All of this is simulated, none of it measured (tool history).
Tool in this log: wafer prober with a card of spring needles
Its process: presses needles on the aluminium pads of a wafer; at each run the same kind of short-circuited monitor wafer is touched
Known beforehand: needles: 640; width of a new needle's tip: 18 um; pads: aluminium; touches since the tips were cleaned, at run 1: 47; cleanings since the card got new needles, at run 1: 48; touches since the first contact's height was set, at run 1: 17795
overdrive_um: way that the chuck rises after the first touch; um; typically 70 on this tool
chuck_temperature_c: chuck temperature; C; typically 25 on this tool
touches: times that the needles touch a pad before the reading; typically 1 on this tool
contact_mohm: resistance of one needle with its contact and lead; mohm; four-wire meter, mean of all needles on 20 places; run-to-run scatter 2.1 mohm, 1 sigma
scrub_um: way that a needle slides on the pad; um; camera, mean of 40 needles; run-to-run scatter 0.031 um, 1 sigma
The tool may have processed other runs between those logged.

run   hour  overdrive_um  chuck_temperature_c  touches  touches since the tips were cleaned  cleanings since the card got new needles  touches since the first contact's height was set  contact_mohm  scrub_um
  1    0.0            70                   25        1                                   47                                        48                                             17795           232     18.90
  2    5.2            70                   25        1                                 2351                                        48                                             20099           237     18.91
       6.5  -- tips cleaned on abrasive film
      13.2  -- tips cleaned on abrasive film
  3   13.2            70                   88        1                                    0                                        50                                             23512           248     18.93
      19.8  -- tips cleaned on abrasive film
  4   21.6            70                   88        1                                  808                                        51                                             27188           249     18.96
      26.5  -- tips cleaned on abrasive film
  5   27.9            70                   25        1                                  634                                        52                                             29933           238     18.95
      33.7  -- tips cleaned on abrasive film
  6   37.3            70                   25        1                                 1589                                        53                                             34014           232     18.96
      40.3  -- tips cleaned on abrasive film
      47.0  -- tips cleaned on abrasive film
  7   50.0            70                   25        1                                 1338                                        55                                             39521           235     18.93
      54.3  -- tips cleaned on abrasive film
  8   57.6            85                   25        1                                 1492                                        56                                             42847           231     23.09
      60.9  -- tips cleaned on abrasive film
  9   65.1            85                   25        1                                 1823                                        57                                             46084           231     23.04
      67.8  -- tips cleaned on abrasive film
 10   70.5            60                   25        1                                 1193                                        58                                             48438           233     16.31
      74.6  -- tips cleaned on abrasive film
      81.8  -- tips cleaned on abrasive film
 11   81.8            70                   25        1                                    0                                        60                                             53307           233     18.99
      89.1  -- tips cleaned on abrasive film
 12   92.9            70                   25        1                                 1675                                        61                                             58180           231     19.00
      95.9  -- tips cleaned on abrasive film
     102.5  -- tips cleaned on abrasive film
 13  103.2            70                   80        1                                  307                                        63                                             62615           247     19.02
     109.5  -- tips cleaned on abrasive film
 14  115.5            77                   25        1                                 2617                                        64                                             67973           229     20.92
     116.7  -- tips cleaned on abrasive film
     123.6  -- tips cleaned on abrasive film
 15  123.6            77                   25        1                                    0                                        66                                             71470           233     20.91
     130.5  -- tips cleaned on abrasive film
 16  134.1            77                   25        2                                 1611                                        67                                             76070           232     20.98
     137.0  -- tips cleaned on abrasive film
 17  142.1            62                   95        2                                 2230                                        68                                             79532           257     16.89
     144.5  -- tips cleaned on abrasive film
     151.3  -- tips cleaned on abrasive film
 18  151.6            80                   35        3                                  137                                        70                                             83653           236     21.78
     158.1  -- tips cleaned on abrasive film
 19  162.7            86                  101        1                                 2018                                        71                                             88493           246     23.48
     165.7  -- tips cleaned on abrasive film
 20  171.4            86                  101        1                                 2515                                        72                                             92284           250     23.53
     173.1  -- tips cleaned on abrasive film
     179.7  -- tips cleaned on abrasive film
 21  179.7            70                   50        2                                    0                                        74                                             95842           237     19.08
     186.7  -- tips cleaned on abrasive film
 22  192.4            67                   51        1                                 2502                                        75                                            101397           241     18.30
     193.9  -- tips cleaned on abrasive film
 23  198.5            70                   47        1                                 2005                                        76                                            104029           232     19.16
     201.2  -- tips cleaned on abrasive film
     202.3  -- gauge calibrated
 24  203.8            69                   86        2                                 1134                                        77                                            106335           247     18.68
     208.4  -- tips cleaned on abrasive film
 25  212.7            62                   45        2                                 1877                                        78                                            110196           240     16.76
     215.7  -- tips cleaned on abrasive film
 26  219.6            56                   41        1                                 1731                                        79                                            113213           246     15.15
     222.3  -- tips cleaned on abrasive film
 27  226.2            56                   41        1                                 1727                                        80                                            116071           240     15.21
     229.6  -- tips cleaned on abrasive film
     236.4  -- tips cleaned on abrasive film
 28  236.4            77                  123        1                                    0                                        82                                            120471           257     20.86
     243.6  -- tips cleaned on abrasive film
 29  247.4            62                   25        1                                 1676                                        83                                            125293           236     16.76
     250.2  -- tips cleaned on abrasive film
     256.8  -- tips cleaned on abrasive film
 30  256.9            62                   25        1                                   28                                        85                                            129367           233     16.78
     263.8  -- tips cleaned on abrasive film
 31  265.5            81                   45        1                                  738                                        86                                            133115           234     21.92
     271.4  -- tips cleaned on abrasive film
 32  277.7            87                   76        1                                 2800                                        87                                            138488           242     23.58

Branching from run 32: 3 alternative next runs. What would each branch give?
     278.9  -- tips cleaned on abrasive film
     285.0  -- height of the first contact set anew
     286.4  -- tips cleaned on abrasive film
  A  289.6            56                   68        2                                 1414                                        89                                              2009             ?         ?
     278.9  -- tips cleaned on abrasive film
     285.0  -- height of the first contact set anew
     286.4  -- tips cleaned on abrasive film
  B  289.6            74                   74        2                                 1414                                        89                                              2009             ?         ?
     278.9  -- tips cleaned on abrasive film
     285.0  -- height of the first contact set anew
     286.4  -- tips cleaned on abrasive film
  C  289.6            70                   47        1                                 1414                                        89                                              2009             ?         ?

run  contact_mohm  scrub_um
  A           249     15.24
  B           242     20.09
  C           236     19.01
Take away the tool's hidden state, keep each run's random variation, and the runs would have read:
run  contact_mohm  scrub_um
  A           248     15.17
  B           242     20.00
  C           235     18.92
